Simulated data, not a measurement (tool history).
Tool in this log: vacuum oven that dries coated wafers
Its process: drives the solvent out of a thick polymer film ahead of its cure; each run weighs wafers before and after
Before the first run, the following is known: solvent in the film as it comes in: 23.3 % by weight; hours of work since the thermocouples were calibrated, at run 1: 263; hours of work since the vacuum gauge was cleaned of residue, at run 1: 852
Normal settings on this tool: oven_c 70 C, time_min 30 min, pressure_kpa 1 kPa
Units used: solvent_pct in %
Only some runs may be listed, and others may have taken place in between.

| run | hour | oven_c | time_min | pressure_kpa | hours of work since the thermocouples were calibrated | hours of work since the vacuum gauge was cleaned of residue | solvent_pct |
|---|---|---|---|---|---|---|---|
| 1 | 0 | 70 | 30 | 1 | 263 | 852 | 2.13 |
| 2 | 77.6 | 70 | 30 | 1 | 309 | 898 | 2.13 |
| 3 | 127.5 | 70 | 30 | 1 | 339 | 928 | 2.1 |
| 4 | 220 | 70 | 30 | 1 | 395 | 984 | 2.17 |
| 5 | 316.3 | 76 | 30 | 1 | 452 | 1041 | 1.32 |
| 6 | 361.4 | 76 | 30 | 1 | 479 | 1068 | 1.34 |
| 7 | 450.3 | 76 | 30 | 1 | 533 | 1122 | 1.39 |
| 8 | 492.6 | 76 | 30 | 1 | 558 | 1147 | 1.36 |
| 9 | 538.4 | 76 | 30 | 1 | 585 | 1174 | 1.45 |
| 10 | 606.5 | 76 | 30 | 1 | 626 | 1215 | 1.36 |
| 11 | 668.6 | 60 | 18 | 1.16 | 663 | 1252 | 7.83 |
|  | 724.2 | oven's thermocouples calibrated |
| 12 | 766.6 | 60 | 18 | 1.16 | 25 | 1310 | 7.55 |
| 13 | 827 | 70 | 49 | 2.55 | 62 | 1346 | 2.7 |
| 14 | 908.6 | 64 | 37 | 1 | 110 | 1395 | 2.67 |
| 15 | 976.9 | 64 | 37 | 1 | 151 | 1436 | 2.67 |
| 16 | 1023.8 | 67 | 27 | 3.66 | 179 | 1464 | 5.67 |
| 17 | 1077.6 | 67 | 50 | 2.42 | 212 | 1496 | 3.05 |
| 18 | 1131.4 | 67 | 50 | 2.42 | 244 | 1528 | 3.06 |
| 19 | 1220 | 67 | 26 | 1.52 | 297 | 1581 | 3.81 |

5 ways to go on from here, each from the tool as it stands after run 19. What would each give?
| A | 1287.8 | 67 | 16 | 1.52 | 338 | 1622 | ? |
| B | 1287.8 | 70 | 32 | 3.4 | 338 | 1622 | ? |
| C | 1287.8 | 70 | 21 | 1.15 | 338 | 1622 | ? |
| D | 1287.8 | 70 | 22 | 1 | 338 | 1622 | ? |
| E | 1287.8 | 72 | 22 | 1 | 338 | 1622 | ? |

| run | solvent_pct |
|---|---|
| A | 6.35 |
| B | 4.17 |
| C | 3.62 |
| D | 3.38 |
| E | 2.89 |
With no hidden state in the tool, these same runs would have given:
| run | solvent_pct |
|---|---|
| A | 5.97 |
| B | 3.77 |
| C | 3.25 |
| D | 3 |
| E | 2.53 |
